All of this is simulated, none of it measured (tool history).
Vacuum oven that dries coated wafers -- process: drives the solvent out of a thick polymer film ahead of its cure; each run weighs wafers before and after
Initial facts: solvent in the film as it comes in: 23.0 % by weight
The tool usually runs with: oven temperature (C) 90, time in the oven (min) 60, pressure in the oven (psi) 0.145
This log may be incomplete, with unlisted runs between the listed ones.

Run 1, hour 0: usual settings. Result: solvent left in the film (%) 1.74.
Run 2, hour 26.4: usual settings but oven temperature (C) 83. Result: solvent left in the film (%) 3.44.
Run 3, hour 42.6: usual settings. Result: solvent left in the film (%) 1.76.
Run 4, hour 74.7: usual settings but time in the oven (min) 78. Result: solvent left in the film (%) 1.04.
Run 5, hour 97.9: usual settings but time in the oven (min) 78. Result: solvent left in the film (%) 1.02.
Run 6, hour 129.6: usual settings. Result: solvent left in the film (%) 1.81.
Run 7, hour 144.7: usual settings. Result: solvent left in the film (%) 1.83.
Run 8, hour 176.4: usual settings. Result: solvent left in the film (%) 1.7.
Run 9, hour 199: usual settings but oven temperature (C) 96. Result: solvent left in the film (%) 0.91.
Run 10, hour 213: usual settings but oven temperature (C) 96, time in the oven (min) 41. Result: solvent left in the film (%) 2.05.
Run 11, hour 239.3: usual settings. Result: solvent left in the film (%) 1.76.
Run 12, hour 258.7: usual settings. Result: solvent left in the film (%) 1.75.
Run 13, hour 278.3: usual settings. Result: solvent left in the film (%) 1.78.
Run 14, hour 292.5: usual settings. Result: solvent left in the film (%) 1.76.
Run 15, hour 322.8: usual settings. Result: solvent left in the film (%) 1.79.
Run 16, hour 344.7: usual settings. Result: solvent left in the film (%) 1.78.
Run 17, hour 371.6: usual settings but time in the oven (min) 55. Result: solvent left in the film (%) 2.13.
Run 18, hour 403.4: usual settings. Result: solvent left in the film (%) 1.66.
Run 19, hour 432.2: usual settings. Result: solvent left in the film (%) 1.88.
Run 20, hour 452.8: usual settings. Result: solvent left in the film (%) 1.87.
Run 21, hour 478.9: usual settings but oven temperature (C) 78. Result: solvent left in the film (%) 5.05.
Run 22, hour 498.4: usual settings but oven temperature (C) 78. Result: solvent left in the film (%) 5.22.
Run 23, hour 524.3: usual settings. Result: solvent left in the film (%) 1.8.
Run 24, hour 548.1: usual settings but oven temperature (C) 89, time in the oven (min) 75, pressure in the oven (psi) 0.122. Result: solvent left in the film (%) 1.1.
Run 25, hour 562.6: usual settings but oven temperature (C) 89, time in the oven (min) 75, pressure in the oven (psi) 0.122. Result: solvent left in the film (%) 1.26.
Run 26, hour 577: usual settings but oven temperature (C) 89, time in the oven (min) 75, pressure in the oven (psi) 0.122. Result: solvent left in the film (%) 1.29.
Run 27, hour 590.8: usual settings but time in the oven (min) 79. Result: solvent left in the film (%) 1.13.
Run 28, hour 608: usual settings but time in the oven (min) 79. Result: solvent left in the film (%) 0.94.
Run 29, hour 637.6: usual settings but time in the oven (min) 79. Result: solvent left in the film (%) 1.07.
At hour 653.3: oven's thermocouples calibrated.
Run 30, hour 665.6: usual settings but time in the oven (min) 65. Result: solvent left in the film (%) 1.41.
Run 31, hour 688: usual settings but time in the oven (min) 65. Result: solvent left in the film (%) 1.57.
Run 32, hour 714.9: usual settings but oven temperature (C) 89, time in the oven (min) 65, pressure in the oven (psi) 0.526. Result: solvent left in the film (%) 2.92.
Run 33, hour 740.6: usual settings but oven temperature (C) 89, time in the oven (min) 65, pressure in the oven (psi) 0.526. Result: solvent left in the film (%) 2.99.
Run 34, hour 769.2: usual settings but oven temperature (C) 91, time in the oven (min) 59, pressure in the oven (psi) 0.399. Result: solvent left in the film (%) 2.36.
Run 35, hour 790.2: usual settings but oven temperature (C) 91, time in the oven (min) 59, pressure in the oven (psi) 0.399. Result: solvent left in the film (%) 2.43.
Run 36, hour 808.2: usual settings but oven temperature (C) 88. Result: solvent left in the film (%) 2.23.
Run 37, hour 834.4: usual settings but oven temperature (C) 79, time in the oven (min) 40, pressure in the oven (psi) 0.078. Result: solvent left in the film (%) 7.09.
Run 38, hour 861: usual settings but oven temperature (C) 95. Result: solvent left in the film (%) 1.01.
Run 39, hour 882.3: usual settings but time in the oven (min) 52, pressure in the oven (psi) 0.367. Result: solvent left in the film (%) 3.12.
Run 40, hour 905.7: usual settings but oven temperature (C) 84, time in the oven (min) 100, pressure in the oven (psi) 0.545. Result: solvent left in the film (%) 2.94.
Run 41, hour 935.3: usual settings but oven temperature (C) 84, pressure in the oven (psi) 0.18. Result: solvent left in the film (%) 3.28.
Run 42, hour 960.1: usual settings but oven temperature (C) 94, time in the oven (min) 90, pressure in the oven (psi) 0.125. Result: solvent left in the film (%) 0.51.
Run 43, hour 973.5: usual settings but oven temperature (C) 80, time in the oven (min) 50, pressure in the oven (psi) 0.135. Result: solvent left in the film (%) 5.6.
Run 44, hour 997.6: usual settings but oven temperature (C) 76, pressure in the oven (psi) 0.405. Result: solvent left in the film (%) 6.92.
Run 45, hour 1018.9: usual settings but oven temperature (C) 76, pressure in the oven (psi) 0.303. Result: solvent left in the film (%) 6.52.
Run 46, hour 1032.7: usual settings but oven temperature (C) 89, time in the oven (min) 74, pressure in the oven (psi) 0.125. Result: solvent left in the film (%) 1.27.

Each row is a separate what-if for the run after 46, all from the same tool condition, not one after another. Results?
Run A, hour 1058.9: usual settings but oven temperature (C) 105. Result: solvent left in the film (%) ?.
Run B, hour 1058.9: usual settings but oven temperature (C) 78, time in the oven (min) 85, pressure in the oven (psi) 0.144. Result: solvent left in the film (%) ?.
Run C, hour 1058.9: usual settings but oven temperature (C) 101, time in the oven (min) 74, pressure in the oven (psi) 0.125. Result: solvent left in the film (%) ?.
Run D, hour 1058.9: usual settings but oven temperature (C) 84, time in the oven (min) 65, pressure in the oven (psi) 0.229. Result: solvent left in the film (%) ?.

run  solvent left in the film (%)
  A                          0.34
  B                          3.21
  C                          0.34
  D                          3.11
Without the tool's hidden state the same runs would have given:
run  solvent left in the film (%)
  A                          0.34
  B                           3.2
  C                          0.34
  D                           3.1
